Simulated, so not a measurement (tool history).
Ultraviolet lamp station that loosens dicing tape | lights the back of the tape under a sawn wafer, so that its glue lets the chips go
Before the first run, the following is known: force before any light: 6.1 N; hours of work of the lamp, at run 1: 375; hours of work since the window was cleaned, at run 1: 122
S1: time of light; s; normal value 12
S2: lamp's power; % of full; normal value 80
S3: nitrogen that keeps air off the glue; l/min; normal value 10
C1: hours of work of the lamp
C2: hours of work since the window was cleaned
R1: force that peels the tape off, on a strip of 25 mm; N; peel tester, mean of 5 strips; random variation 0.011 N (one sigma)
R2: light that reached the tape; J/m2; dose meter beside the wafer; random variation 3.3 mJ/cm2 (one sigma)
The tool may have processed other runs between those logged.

{"run": 1, "hour": 0.0, "S1": 12, "S2": 80, "S3": 10, "C1": 375, "C2": 122, "R1": 0.632, "R2": 4420}
{"run": 2, "hour": 70.0, "S1": 12, "S2": 80, "S3": 10, "C1": 415, "C2": 162, "R1": 0.699, "R2": 4280}
{"run": 3, "hour": 104.5, "S1": 12, "S2": 80, "S3": 16, "C1": 434, "C2": 181, "R1": 0.476, "R2": 4240}
{"run": 4, "hour": 173.7, "S1": 12, "S2": 98, "S3": 10, "C1": 473, "C2": 220, "R1": 0.481, "R2": 5050}
{"run": 5, "hour": 219.3, "S1": 9, "S2": 80, "S3": 10, "C1": 499, "C2": 246, "R1": 1.208, "R2": 3090}
{"run": 6, "hour": 289.3, "S1": 12, "S2": 80, "S3": 10, "C1": 539, "C2": 286, "R1": 0.783, "R2": 4040}
{"run": 7, "hour": 323.2, "S1": 12, "S2": 80, "S3": 10, "C1": 558, "C2": 305, "R1": 0.796, "R2": 3950}
{"run": 8, "hour": 393.8, "S1": 12, "S2": 80, "S3": 8, "C1": 598, "C2": 345, "R1": 0.95, "R2": 3850}
{"hour": 430.0, "done": "window cleaned of glue's vapour"}
{"run": 9, "hour": 456.3, "S1": 12, "S2": 80, "S3": 10, "C1": 633, "C2": 15, "R1": 0.879, "R2": 3660}
{"run": 10, "hour": 512.9, "S1": 12, "S2": 80, "S3": 10, "C1": 665, "C2": 47, "R1": 0.947, "R2": 3590}
{"run": 11, "hour": 545.7, "S1": 23, "S2": 80, "S3": 10, "C1": 684, "C2": 65, "R1": 0.27, "R2": 6770}
{"run": 12, "hour": 592.8, "S1": 6, "S2": 69, "S3": 10, "C1": 710, "C2": 92, "R1": 2.631, "R2": 1550}
{"run": 13, "hour": 626.6, "S1": 12, "S2": 80, "S3": 16, "C1": 729, "C2": 111, "R1": 0.736, "R2": 3480}
{"run": 14, "hour": 658.5, "S1": 23, "S2": 99, "S3": 16, "C1": 747, "C2": 129, "R1": 0.164, "R2": 8080}
{"hour": 693.8, "done": "window cleaned of glue's vapour, once more"}
{"run": 15, "hour": 699.3, "S1": 23, "S2": 99, "S3": 16, "C1": 770, "C2": 3, "R1": 0.152, "R2": 8960}
{"run": 16, "hour": 763.3, "S1": 23, "S2": 99, "S3": 16, "C1": 806, "C2": 39, "R1": 0.152, "R2": 8610}
{"run": 17, "hour": 799.1, "S1": 21, "S2": 99, "S3": 6, "C1": 827, "C2": 60, "R1": 0.299, "R2": 7820}
{"run": 18, "hour": 837.4, "S1": 8, "S2": 83, "S3": 10, "C1": 848, "C2": 81, "R1": 1.615, "R2": 2460}
{"run": 19, "hour": 883.7, "S1": 8, "S2": 83, "S3": 10, "C1": 875, "C2": 107, "R1": 1.671, "R2": 2410}
{"run": 20, "hour": 953.9, "S1": 8, "S2": 83, "S3": 10, "C1": 914, "C2": 147, "R1": 1.716, "R2": 2330}
{"run": 21, "hour": 1017.3, "S1": 20, "S2": 81, "S3": 4, "C1": 950, "C2": 183, "R1": 0.859, "R2": 5630}
{"run": 22, "hour": 1085.7, "S1": 9, "S2": 82, "S3": 7, "C1": 989, "C2": 222, "R1": 2.021, "R2": 2490}

Branching from run 22: 5 alternative next runs. What would each branch give?
{"run": "A", "hour": 1151.8, "S1": 10, "S2": 82, "S3": 7, "C1": 1026, "C2": 259, "R1": "?", "R2": "?"}
{"run": "B", "hour": 1151.8, "S1": 9, "S2": 99, "S3": 7, "C1": 1026, "C2": 259, "R1": "?", "R2": "?"}
{"run": "C", "hour": 1151.8, "S1": 12, "S2": 70, "S3": 10, "C1": 1026, "C2": 259, "R1": "?", "R2": "?"}
{"run": "D", "hour": 1151.8, "S1": 15, "S2": 63, "S3": 7, "C1": 1026, "C2": 259, "R1": "?", "R2": "?"}
{"run": "E", "hour": 1151.8, "S1": 10, "S2": 64, "S3": 5, "C1": 1026, "C2": 259, "R1": "?", "R2": "?"}

run=A R1=1.732 R2=2660
run=B R1=1.64 R2=2940
run=C R1=1.415 R2=2770
run=D R1=1.488 R2=3110
run=E R1=2.615 R2=2140
Stripped of hidden state, with their random variation kept, the same runs would have yielded:
run=A R1=0.825 R2=4390
run=B R1=0.747 R2=4840
run=C R1=0.61 R2=4540
run=D R1=0.651 R2=5120
run=E R1=1.547 R2=3510

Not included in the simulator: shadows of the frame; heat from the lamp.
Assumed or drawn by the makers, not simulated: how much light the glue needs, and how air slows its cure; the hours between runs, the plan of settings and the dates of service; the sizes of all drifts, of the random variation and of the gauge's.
